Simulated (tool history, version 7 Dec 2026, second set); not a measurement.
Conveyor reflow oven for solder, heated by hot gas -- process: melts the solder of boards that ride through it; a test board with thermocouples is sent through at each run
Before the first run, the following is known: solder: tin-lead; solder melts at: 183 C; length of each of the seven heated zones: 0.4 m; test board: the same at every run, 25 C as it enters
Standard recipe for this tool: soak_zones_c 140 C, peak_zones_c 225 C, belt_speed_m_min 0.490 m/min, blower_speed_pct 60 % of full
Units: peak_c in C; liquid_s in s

run    hour  soak_zones_c  peak_zones_c  belt_speed_m_min  blower_speed_pct  peak_c  liquid_s
  1     0.0           140           225             0.490                60   205.4      60.4
  2    52.2           140           225             0.490                88   210.9      70.3
  3    85.3           140           225             0.490                60   205.1      59.8
      136.4  -- flux residue cleaned out of gas plates and filters
  4   136.9           140           225             0.490                60   207.4      64.2
  5   180.8           140           225             0.490                60   207.2      64.0
  6   209.7           140           225             0.490                60   207.1      63.5
  7   239.1           140           225             0.498                60   205.9      61.1
      260.4  -- belt drive overhauled, speed set with a stopwatch
  8   286.8           140           225             0.498                60   205.9      61.2
  9   318.7           140           225             0.498                60   206.1      60.6
 10   347.1           140           225             0.490                60   206.6      62.5
 11   400.4           140           225             0.490                60   206.0      61.8
 12   423.4           140           225             0.490                60   206.0      62.4
 13   465.9           149           225             0.490                60   207.4      68.6
 14   497.1           140           225             0.490                63   205.9      62.2
 15   537.0           140           240             0.490                60   217.6      76.3
 16   567.3           140           240             0.490                60   217.4      76.4
      580.7  -- belt drive overhauled, speed set with a stopwatch, once more
 17   602.6           140           240             0.490                60   215.3      70.4
      615.7  -- flux residue cleaned out of gas plates and filters
 18   637.1           140           214             0.447                60   199.3      56.0
      642.9  -- thermocouples of zones 6 and 7 changed
 19   673.9           140           237             0.490                60   215.8      71.2
 20   704.8           140           237             0.490                60   215.4      72.2
 21   751.0           130           225             0.490                87   209.7      62.1
 22   800.0           144           232             0.400                70   220.0      98.1
 23   829.1           144           232             0.400                70   219.9      96.7
 24   870.6           144           232             0.400                70   219.5      97.2
 25   922.9           144           230             0.432                70   215.6      85.4
 26   966.7           149           231             0.490                60   211.2      71.1
 27  1010.6           140           224             0.537                60   199.9      44.2
 28  1037.4           140           224             0.537                60   199.4      44.2
 29  1064.4           140           236             0.490                60   212.3      66.9

What would each run have given without the hidden state, its run-to-run variation left as it was?
Hidden state at play: heat that the gas passes to the board, % of a clean oven's; belt's true speed, % of the reading; true gas temperature in zones 6 and 7 over the reading, C; drift of the gauge itself on peak_c, C; drift of the gauge itself on liquid_s, %.
run  peak_c  liquid_s
  1   206.6      60.9
  2   212.7      71.1
  3   206.9      61.3
  4   206.9      61.5
  5   207.0      61.7
  6   207.0      61.5
  7   206.0      59.5
  8   206.1      59.0
  9   206.5      58.8
 10   207.2      60.9
 11   206.9      60.8
 12   207.0      61.6
 13   208.6      67.7
 14   207.4      62.3
 15   219.5      75.3
 16   219.4      75.7
 17   219.2      75.1
 18   200.3      58.1
 19   216.8      72.3
 20   216.6      73.6
 21   211.3      64.4
 22   221.5      99.9
 23   221.6      98.6
 24   221.4      99.3
 25   217.9      88.2
 26   213.8      74.6
 27   203.0      50.0
 28   202.8      50.3
 29   215.9      71.4
